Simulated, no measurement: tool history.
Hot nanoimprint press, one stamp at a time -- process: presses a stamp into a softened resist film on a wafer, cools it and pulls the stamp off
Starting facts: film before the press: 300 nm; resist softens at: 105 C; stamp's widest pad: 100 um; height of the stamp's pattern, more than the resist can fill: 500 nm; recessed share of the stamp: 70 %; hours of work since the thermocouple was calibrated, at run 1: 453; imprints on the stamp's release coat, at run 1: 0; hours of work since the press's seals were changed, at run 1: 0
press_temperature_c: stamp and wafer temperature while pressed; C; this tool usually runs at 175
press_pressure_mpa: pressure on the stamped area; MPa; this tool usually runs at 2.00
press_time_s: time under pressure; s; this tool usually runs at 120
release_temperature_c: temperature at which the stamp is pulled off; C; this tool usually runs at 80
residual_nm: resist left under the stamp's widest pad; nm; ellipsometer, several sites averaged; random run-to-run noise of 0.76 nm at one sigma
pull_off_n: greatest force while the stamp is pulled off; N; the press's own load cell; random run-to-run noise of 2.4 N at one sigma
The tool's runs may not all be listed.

run,hour,press_temperature_c,press_pressure_mpa,press_time_s,release_temperature_c,hours of work since the thermocouple was calibrated,imprints on the stamp's release coat,hours of work since the press's seals were changed,residual_nm,pull_off_n
1,0.0,175,2.00,120,80,453,0,0,133.2,112
2,35.2,175,1.47,120,80,478,113,25,153.9,113
3,63.5,181,2.00,120,80,499,203,45,102.6,118
4,91.2,168,2.00,120,80,518,292,65,179.1,123
# hour 129.6: plate thermocouple calibrated
5,129.6,168,2.00,120,80,0,405,90,172.0,129
6,166.2,167,2.00,120,80,26,522,117,179.2,134
# hour 209.3: stamp cleaned and given a new release coat
7,213.4,167,2.00,120,80,56,13,146,179.4,107
8,234.4,167,2.00,120,75,71,80,161,178.8,115
# hour 255.1: plate thermocouple calibrated, once more
9,263.1,175,2.00,199,80,6,163,179,118.2,118
10,289.8,175,2.00,79,80,25,248,198,160.6,121
11,319.9,184,2.35,120,80,46,344,220,86.7,125
12,342.4,177,1.87,64,79,62,416,236,163.9,127
13,366.1,177,1.87,64,79,79,492,253,162.7,139
14,385.4,166,1.78,198,79,93,554,267,183.8,137
15,403.8,166,1.78,198,79,106,613,280,184.5,145
# hour 416.5: stamp cleaned and given a new release coat
16,432.7,166,1.78,198,79,123,52,296,184.6,114
17,455.8,166,1.78,198,79,139,126,313,185.7,120
18,476.2,166,1.78,198,83,154,192,327,185.3,111
19,511.5,166,1.41,63,72,179,304,352,250.1,135
20,531.7,179,1.23,148,72,193,369,367,140.6,137

Branching from run 20: 4 alternative next runs. What would each branch give?
A,549.2,175,2.00,163,83,206,425,379,?,?
B,549.2,175,2.82,204,69,206,425,379,?,?
C,549.2,175,2.81,120,81,206,425,379,?,?
D,549.2,175,2.00,134,80,206,425,379,?,?

run,residual_nm,pull_off_n
A,125.9,117
B,96.8,149
C,115.3,127
D,133.8,126
Take away the tool's hidden state, keep each run's random variation, and the runs would have read:
run,residual_nm,pull_off_n
A,125.7,99
B,96.1,126
C,114.4,108
D,133.5,107

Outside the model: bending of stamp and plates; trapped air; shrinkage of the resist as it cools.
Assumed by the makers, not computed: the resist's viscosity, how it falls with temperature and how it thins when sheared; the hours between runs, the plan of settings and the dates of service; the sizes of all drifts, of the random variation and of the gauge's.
